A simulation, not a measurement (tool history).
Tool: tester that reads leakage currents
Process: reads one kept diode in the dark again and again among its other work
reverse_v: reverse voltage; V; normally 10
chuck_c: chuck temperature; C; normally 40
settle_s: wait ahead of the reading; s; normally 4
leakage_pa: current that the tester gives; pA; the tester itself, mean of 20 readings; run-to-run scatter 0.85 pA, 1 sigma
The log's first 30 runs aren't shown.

run 31 hour=2423.6 | reverse_v=6.3 chuck_c=28 settle_s=3.18 | leakage_pa=73.65
run 32 hour=2512.9 | reverse_v=6.3 chuck_c=28 settle_s=3.18 | leakage_pa=73.11
run 33 hour=2559.7 | reverse_v=1.3 chuck_c=42 settle_s=1 | leakage_pa=98.42
run 34 hour=2609.9 | reverse_v=1.3 chuck_c=42 settle_s=1 | leakage_pa=98.3
run 35 hour=2721.2 | reverse_v=1.3 chuck_c=42 settle_s=1 | leakage_pa=97.06
run 36 hour=2768.6 | reverse_v=10 chuck_c=46 settle_s=6.26 | leakage_pa=423.72
run 37 hour=2866.7 | reverse_v=4.2 chuck_c=21 settle_s=2.7 | leakage_pa=31.53
-- hour=2947.9 chuck's temperature calibrated
run 38 hour=2981.4 | reverse_v=4.2 chuck_c=21 settle_s=2.7 | leakage_pa=35.9
run 39 hour=3040.5 | reverse_v=4.2 chuck_c=21 settle_s=2.7 | leakage_pa=35.84

Forecast each of these 3 alternatives for the next run:
run A hour=3103.4 | reverse_v=4.2 chuck_c=22 settle_s=0.59 | leakage_pa=?
run B hour=3103.4 | reverse_v=10 chuck_c=40 settle_s=0.6 | leakage_pa=?
run C hour=3103.4 | reverse_v=10 chuck_c=40 settle_s=1.41 | leakage_pa=?

run=A leakage_pa=40.78
run=B leakage_pa=293.18
run=C leakage_pa=289.39
Stripped of hidden state, with their random variation kept, the same runs would have yielded:
run=A leakage_pa=35.96
run=B leakage_pa=287.49
run=C leakage_pa=283.65
